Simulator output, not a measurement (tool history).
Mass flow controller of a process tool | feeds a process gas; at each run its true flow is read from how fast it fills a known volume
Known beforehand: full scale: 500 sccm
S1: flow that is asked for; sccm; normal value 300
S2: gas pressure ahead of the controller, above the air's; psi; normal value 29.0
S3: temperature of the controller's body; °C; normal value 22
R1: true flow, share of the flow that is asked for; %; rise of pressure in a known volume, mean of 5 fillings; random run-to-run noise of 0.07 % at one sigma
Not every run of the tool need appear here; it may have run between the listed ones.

{"run": 1, "day": 0.0, "S1": 300, "S2": 29.0, "S3": 22, "R1": 100.62}
{"run": 2, "day": 6.242, "S1": 300, "S2": 35.5, "S3": 22, "R1": 100.62}
{"run": 3, "day": 19.742, "S1": 300, "S2": 35.5, "S3": 22, "R1": 100.7}
{"run": 4, "day": 30.738, "S1": 300, "S2": 35.5, "S3": 22, "R1": 100.82}
{"run": 5, "day": 40.329, "S1": 300, "S2": 35.5, "S3": 22, "R1": 100.71}
{"run": 6, "day": 48.971, "S1": 300, "S2": 35.5, "S3": 22, "R1": 100.77}
{"run": 7, "day": 61.821, "S1": 300, "S2": 29.0, "S3": 21, "R1": 100.77}
{"run": 8, "day": 72.829, "S1": 300, "S2": 29.0, "S3": 21, "R1": 100.75}
{"run": 9, "day": 79.729, "S1": 300, "S2": 29.0, "S3": 21, "R1": 100.62}
{"run": 10, "day": 93.175, "S1": 300, "S2": 29.0, "S3": 22, "R1": 100.74}
{"run": 11, "day": 104.85, "S1": 300, "S2": 29.0, "S3": 22, "R1": 100.76}
{"run": 12, "day": 115.354, "S1": 300, "S2": 29.0, "S3": 22, "R1": 100.74}
{"run": 13, "day": 127.662, "S1": 300, "S2": 29.0, "S3": 22, "R1": 100.86}
{"run": 14, "day": 138.012, "S1": 300, "S2": 29.0, "S3": 22, "R1": 100.91}
{"run": 15, "day": 147.221, "S1": 300, "S2": 29.0, "S3": 22, "R1": 100.87}
{"run": 16, "day": 156.904, "S1": 300, "S2": 29.0, "S3": 22, "R1": 100.79}
{"run": 17, "day": 170.133, "S1": 300, "S2": 29.0, "S3": 22, "R1": 100.87}
{"run": 18, "day": 176.538, "S1": 300, "S2": 29.0, "S3": 22, "R1": 100.95}
{"day": 183.367, "done": "controller exchanged for a calibrated one"}
{"run": 19, "day": 183.367, "S1": 300, "S2": 29.0, "S3": 22, "R1": 99.42}
{"run": 20, "day": 197.238, "S1": 300, "S2": 20.6, "S3": 22, "R1": 99.43}
{"run": 21, "day": 203.625, "S1": 300, "S2": 20.6, "S3": 22, "R1": 99.51}
{"run": 22, "day": 215.196, "S1": 300, "S2": 20.6, "S3": 22, "R1": 99.51}
{"day": 216.258, "done": "controller's zero set anew"}
{"run": 23, "day": 225.942, "S1": 300, "S2": 20.6, "S3": 22, "R1": 99.6}
{"run": 24, "day": 233.558, "S1": 300, "S2": 29.0, "S3": 26, "R1": 99.42}
{"run": 25, "day": 242.425, "S1": 300, "S2": 29.0, "S3": 26, "R1": 99.32}
{"run": 26, "day": 250.904, "S1": 300, "S2": 29.0, "S3": 26, "R1": 99.38}
{"run": 27, "day": 258.758, "S1": 370, "S2": 22.0, "S3": 26, "R1": 99.67}
{"day": 261.025, "done": "controller's zero set anew, once more"}
{"run": 28, "day": 268.175, "S1": 370, "S2": 22.0, "S3": 26, "R1": 99.67}
{"run": 29, "day": 276.888, "S1": 370, "S2": 22.0, "S3": 26, "R1": 99.58}
{"run": 30, "day": 283.679, "S1": 370, "S2": 22.0, "S3": 26, "R1": 99.7}
{"run": 31, "day": 298.067, "S1": 370, "S2": 26.4, "S3": 33, "R1": 99.14}
{"run": 32, "day": 307.304, "S1": 370, "S2": 26.4, "S3": 33, "R1": 99.21}
{"run": 33, "day": 320.267, "S1": 118, "S2": 29.0, "S3": 23, "R1": 99.01}
{"run": 34, "day": 330.817, "S1": 50, "S2": 21.8, "S3": 28, "R1": 98.51}
{"run": 35, "day": 339.088, "S1": 92, "S2": 37.6, "S3": 37, "R1": 98.13}
{"run": 36, "day": 351.425, "S1": 92, "S2": 37.6, "S3": 32, "R1": 98.52}
{"run": 37, "day": 365.004, "S1": 414, "S2": 29.0, "S3": 23, "R1": 100.26}
{"run": 38, "day": 378.479, "S1": 414, "S2": 29.0, "S3": 23, "R1": 100.41}
{"run": 39, "day": 388.0, "S1": 377, "S2": 20.6, "S3": 25, "R1": 99.93}
{"run": 40, "day": 396.479, "S1": 119, "S2": 29.0, "S3": 36, "R1": 98.3}
{"run": 41, "day": 406.196, "S1": 119, "S2": 29.0, "S3": 36, "R1": 98.35}
{"run": 42, "day": 413.371, "S1": 119, "S2": 29.0, "S3": 36, "R1": 98.32}
{"run": 43, "day": 427.292, "S1": 72, "S2": 29.0, "S3": 33, "R1": 98.59}
{"run": 44, "day": 441.525, "S1": 128, "S2": 29.0, "S3": 21, "R1": 99.52}
{"run": 45, "day": 447.721, "S1": 189, "S2": 29.0, "S3": 36, "R1": 98.66}
{"run": 46, "day": 454.762, "S1": 429, "S2": 25.2, "S3": 22, "R1": 100.59}
{"run": 47, "day": 466.946, "S1": 429, "S2": 25.2, "S3": 22, "R1": 100.45}
{"run": 48, "day": 478.821, "S1": 429, "S2": 33.9, "S3": 22, "R1": 100.82}
{"run": 49, "day": 493.246, "S1": 80, "S2": 32.1, "S3": 30, "R1": 99.16}

Forecast each of these 3 alternatives for the next run:
{"run": "A", "day": 503.704, "S1": 59, "S2": 26.5, "S3": 31, "R1": "?"}
{"run": "B", "day": 503.704, "S1": 258, "S2": 22.6, "S3": 31, "R1": "?"}
{"run": "C", "day": 503.704, "S1": 80, "S2": 24.5, "S3": 30, "R1": "?"}

run=A R1=99.24
run=B R1=99.35
run=C R1=99.11
Without the tool's unlogged condition, the same runs would have read:
run=A R1=97.63
run=B R1=98.43
run=C R1=97.74
